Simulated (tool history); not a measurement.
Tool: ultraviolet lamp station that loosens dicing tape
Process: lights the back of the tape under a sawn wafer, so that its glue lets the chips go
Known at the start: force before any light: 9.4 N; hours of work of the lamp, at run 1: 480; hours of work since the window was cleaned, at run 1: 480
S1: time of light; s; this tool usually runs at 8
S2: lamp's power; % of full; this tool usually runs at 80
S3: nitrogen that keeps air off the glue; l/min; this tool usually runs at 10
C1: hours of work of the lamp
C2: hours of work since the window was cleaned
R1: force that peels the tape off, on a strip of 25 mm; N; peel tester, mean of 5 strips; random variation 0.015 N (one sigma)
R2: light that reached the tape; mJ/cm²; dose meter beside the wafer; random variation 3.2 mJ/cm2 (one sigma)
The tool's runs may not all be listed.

run 1 hour=0.0 | S1=8 S2=80 S3=10 | C1=480 C2=480 | R1=0.702 R2=509
run 2 hour=25.2 | S1=8 S2=80 S3=10 | C1=499 C2=499 | R1=0.716 R2=505
run 3 hour=74.7 | S1=8 S2=80 S3=10 | C1=536 C2=536 | R1=0.678 R2=502
run 4 hour=135.3 | S1=8 S2=80 S3=10 | C1=582 C2=582 | R1=0.718 R2=500
run 5 hour=170.1 | S1=8 S2=80 S3=10 | C1=608 C2=608 | R1=0.708 R2=508
run 6 hour=197.6 | S1=8 S2=80 S3=6 | C1=628 C2=628 | R1=0.921 R2=504
-- hour=240.6 window cleaned of glue's vapour
run 7 hour=243.4 | S1=8 S2=80 S3=6 | C1=662 C2=2 | R1=0.896 R2=504
run 8 hour=288.0 | S1=8 S2=80 S3=10 | C1=695 C2=35 | R1=0.696 R2=505
run 9 hour=336.5 | S1=8 S2=80 S3=10 | C1=732 C2=72 | R1=0.709 R2=498
run 10 hour=376.7 | S1=8 S2=80 S3=10 | C1=762 C2=102 | R1=0.676 R2=502
run 11 hour=431.1 | S1=8 S2=80 S3=10 | C1=803 C2=143 | R1=0.715 R2=497
run 12 hour=461.8 | S1=8 S2=80 S3=11 | C1=826 C2=166 | R1=0.657 R2=499
run 13 hour=492.9 | S1=8 S2=80 S3=11 | C1=849 C2=189 | R1=0.673 R2=500
run 14 hour=538.0 | S1=8 S2=80 S3=11 | C1=883 C2=223 | R1=0.673 R2=500
run 15 hour=597.4 | S1=8 S2=80 S3=10 | C1=927 C2=267 | R1=0.695 R2=499
run 16 hour=657.4 | S1=8 S2=80 S3=10 | C1=972 C2=312 | R1=0.686 R2=503
run 17 hour=708.0 | S1=8 S2=80 S3=10 | C1=1010 C2=350 | R1=0.695 R2=507
run 18 hour=741.2 | S1=5 S2=80 S3=10 | C1=1035 C2=375 | R1=1.702 R2=312
run 19 hour=800.8 | S1=5 S2=80 S3=10 | C1=1079 C2=419 | R1=1.696 R2=314
run 20 hour=843.8 | S1=5 S2=80 S3=10 | C1=1111 C2=452 | R1=1.671 R2=315
run 21 hour=891.0 | S1=5 S2=80 S3=10 | C1=1147 C2=487 | R1=1.694 R2=309
run 22 hour=925.3 | S1=4 S2=92 S3=9 | C1=1173 C2=513 | R1=2.022 R2=289
run 23 hour=985.2 | S1=4 S2=64 S3=4 | C1=1217 C2=557 | R1=3.926 R2=201
run 24 hour=1046.8 | S1=4 S2=89 S3=4 | C1=1263 C2=603 | R1=2.740 R2=282
run 25 hour=1086.5 | S1=6 S2=66 S3=12 | C1=1293 C2=633 | R1=1.585 R2=311
-- hour=1098.6 lamp changed
run 26 hour=1115.0 | S1=8 S2=80 S3=11 | C1=12 C2=654 | R1=0.654 R2=509
-- hour=1126.4 window cleaned of glue's vapour
run 27 hour=1165.1 | S1=8 S2=70 S3=4 | C1=49 C2=29 | R1=1.423 R2=443
run 28 hour=1222.5 | S1=8 S2=70 S3=4 | C1=92 C2=72 | R1=1.428 R2=448
run 29 hour=1263.7 | S1=8 S2=60 S3=5 | C1=123 C2=103 | R1=1.716 R2=379
run 30 hour=1303.9 | S1=8 S2=60 S3=5 | C1=153 C2=133 | R1=1.650 R2=378
run 31 hour=1329.8 | S1=5 S2=93 S3=4 | C1=173 C2=152 | R1=1.932 R2=365
run 32 hour=1355.5 | S1=15 S2=93 S3=8 | C1=192 C2=171 | R1=0.236 R2=1100
run 33 hour=1404.0 | S1=12 S2=80 S3=4 | C1=228 C2=208 | R1=0.505 R2=757
run 34 hour=1448.3 | S1=15 S2=90 S3=8 | C1=261 C2=241 | R1=0.231 R2=1064
run 35 hour=1491.6 | S1=5 S2=89 S3=19 | C1=294 C2=273 | R1=1.135 R2=349
run 36 hour=1525.8 | S1=5 S2=94 S3=12 | C1=319 C2=299 | R1=1.191 R2=370
run 37 hour=1578.9 | S1=5 S2=94 S3=12 | C1=359 C2=339 | R1=1.232 R2=367
run 38 hour=1633.2 | S1=5 S2=75 S3=4 | C1=400 C2=379 | R1=2.636 R2=294

Estimate the outcome of run 39 from the log above:
run 39 hour=1658.9 | S1=6 S2=75 S3=6 | C1=419 C2=399 | R1=? R2=?

{"run 39": {"R1": 1.755, "R2": 352}}
Take away the tool's hidden state, keep the run-to-run variation as it was, and the same run would have given R1 1.749 N, R2 353 mJ/cm².

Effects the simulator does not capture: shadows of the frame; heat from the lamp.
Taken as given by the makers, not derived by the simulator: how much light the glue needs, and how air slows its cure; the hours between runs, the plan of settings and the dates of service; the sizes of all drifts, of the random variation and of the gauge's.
